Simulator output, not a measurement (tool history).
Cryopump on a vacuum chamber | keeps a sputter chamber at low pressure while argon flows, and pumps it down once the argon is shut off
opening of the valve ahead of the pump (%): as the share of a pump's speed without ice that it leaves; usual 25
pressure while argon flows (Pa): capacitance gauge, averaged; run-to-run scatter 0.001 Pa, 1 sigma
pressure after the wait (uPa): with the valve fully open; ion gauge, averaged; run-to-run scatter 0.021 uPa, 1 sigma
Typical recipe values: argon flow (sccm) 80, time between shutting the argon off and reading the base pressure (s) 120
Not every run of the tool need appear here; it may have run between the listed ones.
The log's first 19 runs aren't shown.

| run | day | argon flow (sccm) | time between shutting the argon off and reading the base pressure (s) | opening of the valve ahead of the pump (%) | pressure while argon flows (Pa) | pressure after the wait (uPa) |
|---|---|---|---|---|---|---|
| 20 | 64.592 | 80 | 240 | 25 | 0.2330 | 1.06 |
| 21 | 67.942 | 80 | 240 | 25 | 0.2331 | 1.06 |
|  | 69.429 | pump warmed up, emptied and cooled again |
| 22 | 70.346 | 116 | 74 | 20 | 0.4019 | 1.34 |
| 23 | 74.675 | 80 | 265 | 41 | 0.1385 | 0.95 |
| 24 | 78.408 | 80 | 265 | 41 | 0.1379 | 1.01 |
| 25 | 80.950 | 80 | 120 | 26 | 0.2179 | 1.18 |
| 26 | 83.792 | 118 | 53 | 45 | 0.1861 | 1.60 |
| 27 | 85.912 | 80 | 141 | 25 | 0.2248 | 1.17 |
|  | 88.625 | leaking fittings of the chamber tightened, without venting |
| 28 | 90.312 | 80 | 120 | 28 | 0.2012 | 0.47 |
| 29 | 92.375 | 89 | 63 | 25 | 0.2522 | 0.80 |
| 30 | 95.229 | 71 | 29 | 25 | 0.2018 | 1.57 |
| 31 | 98.038 | 87 | 56 | 25 | 0.2461 | 0.94 |
| 32 | 102.408 | 85 | 73 | 35 | 0.1743 | 0.75 |

Consider 4 possible next runs. They are alternatives, not a sequence: every one starts from the tool as it was left by run 32. What does each give?
| A | 105.254 | 141 | 70 | 32 | ? | ? |
| B | 105.254 | 56 | 159 | 25 | ? | ? |
| C | 105.254 | 39 | 29 | 25 | ? | ? |
| D | 105.254 | 63 | 120 | 25 | ? | ? |

| run | pressure while argon flows (Pa) | pressure after the wait (uPa) |
|---|---|---|
| A | 0.3176 | 0.72 |
| B | 0.1593 | 0.48 |
| C | 0.1106 | 1.56 |
| D | 0.1800 | 0.51 |
Take away the tool's hidden state, keep each run's random variation, and the runs would have read:
| run | pressure while argon flows (Pa) | pressure after the wait (uPa) |
|---|---|---|
| A | 0.3069 | 0.61 |
| B | 0.1551 | 0.37 |
| C | 0.1076 | 1.46 |
| D | 0.1752 | 0.41 |
